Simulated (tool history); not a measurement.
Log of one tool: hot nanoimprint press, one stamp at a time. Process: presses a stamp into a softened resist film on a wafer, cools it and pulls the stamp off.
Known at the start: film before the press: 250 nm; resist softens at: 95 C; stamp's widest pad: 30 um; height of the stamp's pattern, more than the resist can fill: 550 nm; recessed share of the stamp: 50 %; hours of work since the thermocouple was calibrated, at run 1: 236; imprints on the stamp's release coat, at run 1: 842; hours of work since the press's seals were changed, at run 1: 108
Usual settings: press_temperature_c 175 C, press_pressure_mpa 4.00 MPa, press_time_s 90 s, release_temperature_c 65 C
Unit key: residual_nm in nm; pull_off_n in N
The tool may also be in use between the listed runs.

run,hour,press_temperature_c,press_pressure_mpa,press_time_s,release_temperature_c,hours of work since the thermocouple was calibrated,imprints on the stamp's release coat,hours of work since the press's seals were changed,residual_nm,pull_off_n
1,0.0,175,4.00,90,65,236,842,108,129.5,160
2,12.0,175,4.00,158,65,245,878,116,106.0,161
3,21.1,175,4.00,158,65,251,905,123,105.8,163
4,29.9,175,4.00,90,65,257,931,129,130.7,164
5,41.7,175,4.00,90,65,266,965,137,130.2,164
6,50.2,175,4.00,90,65,272,991,143,129.8,163
7,58.6,175,4.00,90,65,278,1016,149,131.2,163
# hour 62.4: plate thermocouple calibrated
8,68.0,166,4.00,90,54,4,1034,154,165.1,174
9,73.8,175,4.99,90,65,8,1052,158,118.6,164
10,85.7,178,2.83,90,65,16,1087,166,138.7,164
11,97.9,175,3.91,90,64,25,1123,175,132.1,162
12,107.7,175,3.91,90,64,32,1152,181,131.8,162
13,119.3,185,4.00,90,71,40,1186,190,99.8,154

Here are 5 independent what-if runs from the current tool condition. What would each one return?
A,131.2,166,6.06,90,62,48,1222,198,?,?
B,131.2,175,3.24,90,65,48,1222,198,?,?
C,131.2,180,4.00,113,71,48,1222,198,?,?
D,131.2,169,4.00,90,53,48,1222,198,?,?
E,131.2,179,3.69,145,65,48,1222,198,?,?

run,residual_nm,pull_off_n
A,143.6,168
B,142.8,162
C,104.6,157
D,154.6,178
E,101.0,159
With no hidden state in the tool, these same runs would have given:
run,residual_nm,pull_off_n
A,142.5,168
B,141.7,162
C,103.8,156
D,153.5,178
E,100.2,159
